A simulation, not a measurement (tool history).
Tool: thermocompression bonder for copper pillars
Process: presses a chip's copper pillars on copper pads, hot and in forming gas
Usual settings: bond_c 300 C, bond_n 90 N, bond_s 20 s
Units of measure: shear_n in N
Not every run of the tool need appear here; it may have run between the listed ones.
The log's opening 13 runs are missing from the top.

Run 14, hour 242.2: usual settings. Result: shear_n 81.3 N.
Run 15, hour 266.1: usual settings. Result: shear_n 82.7 N.
Run 16, hour 284.7: usual settings. Result: shear_n 83.2 N.
Run 17, hour 307.3: usual settings. Result: shear_n 82.2 N.
Run 18, hour 327.7: usual settings. Result: shear_n 82.4 N.
Run 19, hour 343.6: usual settings but bond_s 27 s. Result: shear_n 90.7 N.
Run 20, hour 367.1: usual settings but bond_s 11 s. Result: shear_n 66.9 N.
Run 21, hour 383.9: usual settings but bond_s 11 s. Result: shear_n 68.2 N.
Run 22, hour 396.9: usual settings but bond_c 283 C, bond_n 79 N, bond_s 42 s. Result: shear_n 80.8 N.
Run 23, hour 421.1: usual settings but bond_c 283 C, bond_n 79 N, bond_s 42 s. Result: shear_n 77.5 N.
Run 24, hour 440.1: usual settings but bond_c 294 C, bond_n 79 N, bond_s 42 s. Result: shear_n 87.9 N.
Run 25, hour 461.1: usual settings but bond_c 291 C, bond_n 61 N, bond_s 11 s. Result: shear_n 43.0 N.
Run 26, hour 480.3: usual settings but bond_c 291 C, bond_n 72 N, bond_s 13 s. Result: shear_n 53.0 N.

Run 27 has not been measured yet. What should we expect?
Run 27, hour 501.3: usual settings but bond_c 326 C, bond_s 14 s. Result: shear_n ?.

{"run 27": {"shear_n": 92.7}}
Had the tool carried no hidden state, the very same run would have given shear_n 92.7 N.
